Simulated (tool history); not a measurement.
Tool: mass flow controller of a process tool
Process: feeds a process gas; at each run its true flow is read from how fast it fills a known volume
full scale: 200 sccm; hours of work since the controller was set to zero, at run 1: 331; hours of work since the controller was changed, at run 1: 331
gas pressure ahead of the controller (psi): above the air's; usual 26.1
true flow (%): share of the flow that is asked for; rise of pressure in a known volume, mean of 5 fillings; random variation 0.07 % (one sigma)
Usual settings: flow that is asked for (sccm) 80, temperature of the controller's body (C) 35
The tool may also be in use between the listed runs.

run	hour	flow that is asked for (sccm)	gas pressure ahead of the controller (psi)	temperature of the controller's body (C)	hours of work since the controller was set to zero	hours of work since the controller was changed	true flow (%)
1	0.0	80	26.1	35	331	331	98.10
2	59.5	80	26.1	35	365	365	97.99
3	133.2	80	26.1	35	407	407	98.01
4	240.8	80	26.1	35	468	468	97.99
5	337.2	80	26.1	35	523	523	97.92
6	419.7	80	26.1	35	570	570	97.99
7	469.2	80	26.1	35	598	598	97.88
8	576.4	80	20.5	35	659	659	97.85
9	663.1	80	20.5	35	708	708	97.91
10	709.7	80	20.5	23	735	735	99.11
11	792.7	80	20.5	23	782	782	98.93
12	841.8	80	20.5	23	810	810	99.13
13	901.6	80	20.5	23	844	844	99.00
14	955.5	80	20.5	23	875	875	98.98
15	1011.4	80	29.4	23	907	907	98.87
16	1071.9	80	29.4	23	941	941	98.75
17	1170.6	80	26.1	35	997	997	97.54
18	1233.4	80	26.1	35	1033	1033	97.58
19	1306.6	92	26.1	35	1075	1075	97.72
20	1361.2	80	26.1	35	1106	1106	97.59
21	1428.9	80	26.1	35	1145	1145	97.50
22	1510.1	80	26.1	26	1191	1191	98.34
23	1593.0	80	26.1	26	1238	1238	98.28
24	1660.7	80	26.1	26	1277	1277	98.26
25	1727.0	80	23.6	36	1314	1314	97.29
26	1810.8	157	33.8	26	1362	1362	98.71
27	1860.4	25	24.4	35	1390	1390	95.92
28	1909.8	25	23.8	38	1418	1418	95.44
29	1965.5	25	20.7	21	1450	1450	97.24
30	2021.7	75	20.7	30	1482	1482	97.74
31	2113.0	94	20.9	24	1534	1534	98.62
32	2170.5	94	36.8	39	1567	1567	96.75
33	2263.5	80	26.1	23	1620	1620	98.37
34	2363.4	80	26.1	23	1677	1677	98.34
35	2454.9	103	40.0	32	1729	1729	97.49
36	2507.9	103	40.0	32	1759	1759	97.53
37	2600.5	103	40.0	32	1812	1812	97.44
38	2686.1	80	26.1	32	1861	1861	97.57
39	2730.9	80	25.5	31	1886	1886	97.43
40	2819.3	80	38.9	25	1936	1936	97.78
41	2901.2	22	30.0	27	1983	1983	95.20
42	2996.8	22	30.0	27	2037	2037	95.13
43	3050.1	72	33.5	22	2068	2068	97.83
44	3129.8	72	33.5	22	2113	2113	98.01
45	3222.6	80	25.1	22	2166	2166	98.25
46	3325.1	80	25.1	22	2224	2224	98.13
47	3379.2	81	34.2	29	2255	2255	97.32

The same runs without the tool's hidden state, with the same run-to-run variation:
The hidden state here: flow at rest that the sensor doesn't see, % of full scale; true flow over the shown one, %; drift of the gauge itself on true_pct, %.
run	true flow (%)
1	98.58
2	98.48
3	98.53
4	98.55
5	98.52
6	98.62
7	98.53
8	98.54
9	98.63
10	99.84
11	99.69
12	99.91
13	99.80
14	99.80
15	99.72
16	99.62
17	98.45
18	98.51
19	98.61
20	98.56
21	98.50
22	99.37
23	99.34
24	99.34
25	98.40
26	99.56
27	98.39
28	97.95
29	99.80
30	99.00
31	99.77
32	97.93
33	99.68
34	99.69
35	98.71
36	98.77
37	98.71
38	99.04
39	98.92
40	99.30
41	98.88
42	98.89
43	99.52
44	99.73
45	99.91
46	99.84
47	99.03
